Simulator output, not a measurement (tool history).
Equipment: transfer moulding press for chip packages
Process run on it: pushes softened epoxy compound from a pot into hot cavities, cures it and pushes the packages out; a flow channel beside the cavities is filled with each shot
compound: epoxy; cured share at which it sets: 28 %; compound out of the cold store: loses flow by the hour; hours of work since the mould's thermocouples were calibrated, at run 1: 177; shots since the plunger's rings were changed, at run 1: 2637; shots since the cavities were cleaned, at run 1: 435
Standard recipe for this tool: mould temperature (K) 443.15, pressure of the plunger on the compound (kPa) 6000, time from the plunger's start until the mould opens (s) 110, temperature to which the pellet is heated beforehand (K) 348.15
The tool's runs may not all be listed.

run     day  mould temperature (K)  pressure of the plunger on the compound (kPa)  time from the plunger's start until the mould opens (s)  temperature to which the pellet is heated beforehand (K)  hours of work since the mould's thermocouples were calibrated  shots since the plunger's rings were changed  shots since the cavities were cleaned  incoming compound's hours out of the cold store  length that the compound runs in the flow channel (mm)  greatest force on the pins that push the packages out (N)
  1   0.000                 443.15                                           6000                                                      110                                                    348.15                                                            177                                          2637                                    435                                             47.3                                                     892                                                        724
      0.579  -- cavities cleaned with cleaning compound and waxed
  2   0.858                 443.15                                           6000                                                      110                                                    348.15                                                            185                                          2770                                     47                                             43.1                                                     896                                                        565
  3   1.296                 443.15                                           6000                                                      110                                                    348.15                                                            190                                          2843                                    120                                             37.1                                                     921                                                        607
  4   2.121                 443.15                                           6000                                                      110                                                    348.15                                                            199                                          2981                                    258                                             29.7                                                     928                                                        687
  5   3.146                 443.15                                           5700                                                      110                                                    348.15                                                            210                                          3152                                    429                                             17.1                                                     933                                                        756
      3.821  -- cavities cleaned with cleaning compound and waxed
  6   3.846                 443.15                                           6000                                                      110                                                    348.15                                                            217                                          3258                                      4                                             43.0                                                     894                                                        524
  7   4.362                 443.15                                           6000                                                      110                                                    351.15                                                            223                                          3345                                     91                                             36.1                                                     912                                                        589
  8   5.042                 443.15                                           6000                                                      110                                                    351.15                                                            230                                          3457                                    203                                             42.9                                                     888                                                        632
  9   5.762                 443.15                                           6900                                                      110                                                    348.15                                                            238                                          3578                                    324                                              9.3                                                    1044                                                        721
 10   6.267                 443.15                                           6900                                                      110                                                    348.15                                                            243                                          3662                                    408                                             21.7                                                    1002                                                        716
      7.008  -- cavities cleaned with cleaning compound and waxed
 11   7.167                 443.15                                           6000                                                      141                                                    348.15                                                            252                                          3802                                     26                                             12.9                                                     948                                                        453
 12   7.708                 443.15                                           6000                                                      141                                                    348.15                                                            258                                          3892                                    116                                             11.9                                                     966                                                        500
 13   8.738                 443.15                                           6000                                                      141                                                    348.15                                                            269                                          4064                                    288                                             37.8                                                     902                                                        570
 14   9.454                 443.15                                           6000                                                      141                                                    348.15                                                            277                                          4184                                    408                                             46.6                                                     875                                                        600
      9.588  -- mould's thermocouples calibrated
     10.283  -- cavities cleaned with cleaning compound and waxed
 15  10.412                 441.15                                           6000                                                      111                                                    352.15                                                              8                                          4319                                     21                                             37.8                                                     906                                                        632
 16  11.454                 443.15                                           7480                                                       91                                                    348.15                                                             19                                          4493                                    195                                             10.7                                                    1073                                                        996
     12.267  -- plunger's sealing rings changed
 17  12.346                 443.15                                           7480                                                       91                                                    348.15                                                             28                                            13                                    327                                             26.9                                                    1084                                                       1014
 18  13.000                 443.15                                           7480                                                      114                                                    346.15                                                             35                                           122                                    436                                             44.0                                                    1038                                                        703
     13.246  -- mould's thermocouples calibrated, once more
 19  13.508                 447.15                                           4600                                                      110                                                    348.15                                                              3                                           193                                    507                                             31.2                                                     827                                                        649
     13.667  -- cavities cleaned with cleaning compound and waxed
 20  14.608                 443.15                                           6000                                                      145                                                    356.15                                                             14                                           366                                    157                                             20.4                                                     982                                                        498
 21  15.579                 443.15                                           6000                                                      104                                                    346.15                                                             24                                           528                                    319                                             13.7                                                     999                                                        813
 22  16.362                 443.15                                           6000                                                      149                                                    348.15                                                             33                                           659                                    450                                             11.1                                                    1009                                                        606
     16.875  -- cavities cleaned with cleaning compound and waxed
 23  17.438                 443.15                                           6000                                                      149                                                    348.15                                                             44                                           828                                     94                                             16.6                                                     994                                                        503
 24  18.233                 443.15                                           7330                                                      149                                                    340.15                                                             52                                           961                                    227                                             17.5                                                    1103                                                        551
 25  19.208                 443.15                                           7330                                                      149                                                    340.15                                                             63                                          1124                                    390                                             12.5                                                    1104                                                        568

Consider 5 possible next runs. They are alternatives, not a sequence: every one starts from the tool as it was left by run 25. What does each give?
  A  19.658                 440.15                                           7330                                                      149                                                    340.15                                                             68                                          1199                                    465                                             14.8                                                       ?                                                          ?
  B  19.658                 443.15                                           6000                                                      110                                                    348.15                                                             68                                          1199                                    465                                             40.5                                                       ?                                                          ?
  C  19.658                 443.15                                           6590                                                      149                                                    346.15                                                             68                                          1199                                    465                                             21.2                                                       ?                                                          ?
  D  19.658                 443.15                                           6000                                                      110                                                    344.15                                                             68                                          1199                                    465                                             39.2                                                       ?                                                          ?
  E  19.658                 443.15                                           7330                                                      149                                                    338.15                                                             68                                          1199                                    465                                             10.3                                                       ?                                                          ?

run  length that the compound runs in the flow channel (mm)  greatest force on the pins that push the packages out (N)
  A                                                    1117                                                        645
  B                                                     927                                                        753
  C                                                    1023                                                        608
  D                                                     928                                                        768
  E                                                    1113                                                        610
Without the tool's hidden state the same runs would have given:
run  length that the compound runs in the flow channel (mm)  greatest force on the pins that push the packages out (N)
  A                                                    1134                                                        452
  B                                                     941                                                        527
  C                                                    1038                                                        428
  D                                                     942                                                        537
  E                                                    1130                                                        425

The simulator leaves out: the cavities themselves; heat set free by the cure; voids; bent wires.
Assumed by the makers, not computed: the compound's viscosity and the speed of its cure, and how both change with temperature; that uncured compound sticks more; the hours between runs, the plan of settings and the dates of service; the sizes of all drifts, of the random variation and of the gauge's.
